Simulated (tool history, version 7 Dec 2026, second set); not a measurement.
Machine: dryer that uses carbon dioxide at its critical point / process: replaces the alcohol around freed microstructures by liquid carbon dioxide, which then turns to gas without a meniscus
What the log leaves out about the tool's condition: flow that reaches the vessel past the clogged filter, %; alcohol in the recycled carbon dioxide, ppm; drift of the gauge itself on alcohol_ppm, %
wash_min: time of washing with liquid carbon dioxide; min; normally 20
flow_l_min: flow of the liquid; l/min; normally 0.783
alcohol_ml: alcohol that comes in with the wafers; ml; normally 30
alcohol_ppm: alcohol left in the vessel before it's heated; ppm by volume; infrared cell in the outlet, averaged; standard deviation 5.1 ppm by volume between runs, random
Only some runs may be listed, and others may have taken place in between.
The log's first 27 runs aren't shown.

| run | hour | wash_min | flow_l_min | alcohol_ml | hours of work since the filter was changed | hours of work since the purifier's bed was changed | alcohol_ppm |
|---|---|---|---|---|---|---|---|
| 28 | 441.4 | 22 | 0.968 | 30 | 72 | 838 | 300 |
| 29 | 461.2 | 22 | 0.968 | 30 | 87 | 853 | 316 |
|  | 483.4 | purifier's bed changed |
| 30 | 487.5 | 16 | 0.918 | 58 | 105 | 3 | 156 |
| 31 | 501.1 | 25 | 0.55 | 30 | 116 | 13 | 101 |
| 32 | 516.5 | 22 | 1.195 | 34 | 127 | 25 | 20 |
| 33 | 532.4 | 22 | 1.195 | 34 | 139 | 37 | 19 |
| 34 | 542.5 | 25 | 0.783 | 30 | 147 | 45 | 35 |
| 35 | 552 | 24 | 0.691 | 20 | 154 | 52 | 54 |
| 36 | 564.1 | 20 | 0.783 | 107 | 164 | 62 | 231 |
| 37 | 579.5 | 20 | 0.647 | 29 | 175 | 73 | 177 |

Each row is a separate what-if for the run after 37, all from the same tool condition, not one after another. Results?
| A | 590.5 | 29 | 1.127 | 72 | 184 | 82 | ? |
| B | 590.5 | 17 | 0.784 | 30 | 184 | 82 | ? |
| C | 590.5 | 20 | 0.901 | 29 | 184 | 82 | ? |
| D | 590.5 | 24 | 0.866 | 30 | 184 | 82 | ? |

| run | alcohol_ppm |
|---|---|
| A | 36 |
| B | 161 |
| C | 55 |
| D | 42 |
The same runs, with their run-to-run variation unchanged, on a tool lacking any hidden condition would have given:
| run | alcohol_ppm |
|---|---|
| A | 9 |
| B | 107 |
| C | 21 |
| D | 12 |

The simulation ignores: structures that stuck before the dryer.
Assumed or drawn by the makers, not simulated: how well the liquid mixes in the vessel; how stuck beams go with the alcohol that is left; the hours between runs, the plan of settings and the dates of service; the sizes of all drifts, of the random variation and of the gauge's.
